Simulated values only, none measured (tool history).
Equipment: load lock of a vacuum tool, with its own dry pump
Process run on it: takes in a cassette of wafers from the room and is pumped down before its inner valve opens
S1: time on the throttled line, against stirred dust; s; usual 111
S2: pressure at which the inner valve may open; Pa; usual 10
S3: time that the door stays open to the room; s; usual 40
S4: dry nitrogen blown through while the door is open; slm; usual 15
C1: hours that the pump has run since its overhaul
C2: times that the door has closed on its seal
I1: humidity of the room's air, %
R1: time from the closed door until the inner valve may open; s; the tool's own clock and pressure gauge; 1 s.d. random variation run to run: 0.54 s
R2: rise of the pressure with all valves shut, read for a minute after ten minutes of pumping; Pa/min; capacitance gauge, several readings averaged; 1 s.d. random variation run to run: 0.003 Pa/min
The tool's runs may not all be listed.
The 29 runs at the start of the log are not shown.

| run | hour | S1 | S2 | S3 | S4 | C1 | C2 | I1 | R1 | R2 |
|---|---|---|---|---|---|---|---|---|---|---|
| 30 | 2377.6 | 78 | 8 | 214 | 26 | 4605 | 12733 | 45.1 | 147.9 | 0.081 |
| 31 | 2456.1 | 108 | 10 | 40 | 15 | 4683 | 13016 | 45.8 | 171.2 | 0.076 |
| 32 | 2509.9 | 111 | 12 | 28 | 15 | 4737 | 13209 | 43.4 | 171.8 | 0.072 |
| 33 | 2610.7 | 88 | 12 | 28 | 15 | 4838 | 13572 | 44.3 | 152.2 | 0.075 |
| 34 | 2695.6 | 111 | 10 | 27 | 14 | 4923 | 13877 | 46.3 | 173.1 | 0.074 |
| 35 | 2793.8 | 81 | 12 | 111 | 6 | 5021 | 14230 | 46.1 | 147 | 0.099 |
| 36 | 2904 | 81 | 12 | 111 | 6 | 5131 | 14626 | 46.6 | 147.2 | 0.106 |
| 37 | 2995.1 | 74 | 15 | 39 | 9 | 5222 | 14953 | 43.8 | 138.1 | 0.091 |

4 ways to go on from here, each from the tool as it stands after run 37. What would each give?
| A | 3086.9 | 130 | 15 | 62 | 40 | 5314 | 15283 | 45.3 | ? | ? |
| B | 3086.9 | 108 | 10 | 40 | 30 | 5314 | 15283 | 42 | ? | ? |
| C | 3086.9 | 74 | 15 | 39 | 25 | 5314 | 15283 | 43.3 | ? | ? |
| D | 3086.9 | 111 | 10 | 40 | 8 | 5314 | 15283 | 43.7 | ? | ? |

| run | R1 | R2 |
|---|---|---|
| A | 186.1 | 0.079 |
| B | 170.7 | 0.08 |
| C | 138.7 | 0.084 |
| D | 173.4 | 0.097 |
Without the tool's unlogged condition, the same runs would have read:
| run | R1 | R2 |
|---|---|---|
| A | 184.3 | 0.009 |
| B | 168.7 | 0.01 |
| C | 136.6 | 0.014 |
| D | 171.4 | 0.027 |
